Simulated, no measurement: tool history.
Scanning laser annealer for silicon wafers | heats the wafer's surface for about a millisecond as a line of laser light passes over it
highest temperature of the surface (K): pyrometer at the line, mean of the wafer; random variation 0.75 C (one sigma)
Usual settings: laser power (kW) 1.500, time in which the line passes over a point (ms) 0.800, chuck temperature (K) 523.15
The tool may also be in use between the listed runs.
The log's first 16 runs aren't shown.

| run | hour | laser power (kW) | time in which the line passes over a point (ms) | chuck temperature (K) | hours of work since the window was cleaned | hours of work since the power meter was calibrated | hours of work since the optics were aligned | highest temperature of the surface (K) |
|---|---|---|---|---|---|---|---|---|
| 17 | 137.1 | 1.500 | 0.800 | 523.15 | 92 | 272 | 657 | 1299.05 |
| 18 | 145.4 | 1.500 | 0.800 | 490.15 | 96 | 277 | 661 | 1266.25 |
| 19 | 153.6 | 1.500 | 0.800 | 490.15 | 100 | 281 | 665 | 1266.95 |
| 20 | 163.7 | 1.500 | 0.800 | 490.15 | 105 | 286 | 671 | 1266.95 |
| 21 | 168.8 | 1.500 | 0.800 | 490.15 | 108 | 288 | 673 | 1267.55 |
| 22 | 176.8 | 1.541 | 0.800 | 486.15 | 112 | 292 | 677 | 1281.45 |
| 23 | 183.2 | 1.512 | 0.575 | 486.15 | 115 | 295 | 680 | 1134.95 |
| 24 | 192.9 | 1.500 | 0.902 | 559.15 | 120 | 300 | 685 | 1390.55 |
| 25 | 200.5 | 1.481 | 0.902 | 524.15 | 124 | 304 | 689 | 1345.75 |
| 26 | 206.0 | 1.500 | 0.794 | 498.15 | 126 | 307 | 692 | 1271.95 |
| 27 | 213.8 | 1.585 | 0.622 | 528.15 | 130 | 311 | 695 | 1235.35 |
| 28 | 223.4 | 1.500 | 0.873 | 523.15 | 135 | 315 | 700 | 1339.65 |

Forecast run 29:
| 29 | 231.7 | 1.356 | 0.800 | 554.15 | 139 | 319 | 704 | ? |

Run 29 gave highest temperature of the surface (K) 1261.15.
Without the tool's hidden state the same run would have given highest temperature of the surface (K) 1261.35.
